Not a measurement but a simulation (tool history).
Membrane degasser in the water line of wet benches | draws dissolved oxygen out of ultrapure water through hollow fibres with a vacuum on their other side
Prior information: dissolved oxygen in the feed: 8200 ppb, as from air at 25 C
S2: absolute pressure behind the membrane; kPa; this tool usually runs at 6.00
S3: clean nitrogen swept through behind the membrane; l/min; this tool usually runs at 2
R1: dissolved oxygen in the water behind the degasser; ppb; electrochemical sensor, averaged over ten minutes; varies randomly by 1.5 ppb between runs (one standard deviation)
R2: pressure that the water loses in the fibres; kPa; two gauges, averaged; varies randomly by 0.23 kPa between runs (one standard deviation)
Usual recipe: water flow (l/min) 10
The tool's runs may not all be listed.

run 1 hour=0.0 | water_flow_(l/min)=10 S2=6.00 S3=2 | R1=169.0 R2=60.50
run 2 hour=92.6 | water_flow_(l/min)=10 S2=7.15 S3=2 | R1=181.0 R2=60.60
run 3 hour=270.3 | water_flow_(l/min)=9 S2=6.00 S3=2 | R1=122.2 R2=54.73
run 4 hour=396.0 | water_flow_(l/min)=9 S2=6.00 S3=2 | R1=120.2 R2=54.57
run 5 hour=548.6 | water_flow_(l/min)=9 S2=6.00 S3=2 | R1=121.4 R2=54.22
run 6 hour=650.9 | water_flow_(l/min)=9 S2=6.00 S3=2 | R1=122.0 R2=55.04
run 7 hour=726.0 | water_flow_(l/min)=9 S2=6.00 S3=2 | R1=122.7 R2=54.72
run 8 hour=864.9 | water_flow_(l/min)=9 S2=6.00 S3=2 | R1=122.4 R2=54.96
run 9 hour=1027.9 | water_flow_(l/min)=10 S2=6.00 S3=2 | R1=169.7 R2=61.46
run 10 hour=1198.9 | water_flow_(l/min)=13 S2=6.00 S3=2 | R1=365.5 R2=79.60
run 11 hour=1355.2 | water_flow_(l/min)=13 S2=6.00 S3=2 | R1=357.1 R2=79.29
run 12 hour=1521.4 | water_flow_(l/min)=10 S2=6.00 S3=2 | R1=174.9 R2=61.12
run 13 hour=1613.7 | water_flow_(l/min)=10 S2=6.00 S3=2 | R1=172.7 R2=61.43
run 14 hour=1772.6 | water_flow_(l/min)=10 S2=6.00 S3=2 | R1=176.3 R2=61.03
run 15 hour=1886.3 | water_flow_(l/min)=10 S2=6.00 S3=2 | R1=173.6 R2=61.16

What will run 16 give?
run 16 hour=1993.5 | water_flow_(l/min)=10 S2=6.00 S3=2 | R1=? R2=?

R1: 173.2 ppb
R2: 61.68 kPa
Take away the tool's hidden state, keep the run-to-run variation as it was, and the same run would have given R1 145.5 ppb, R2 58.60 kPa.
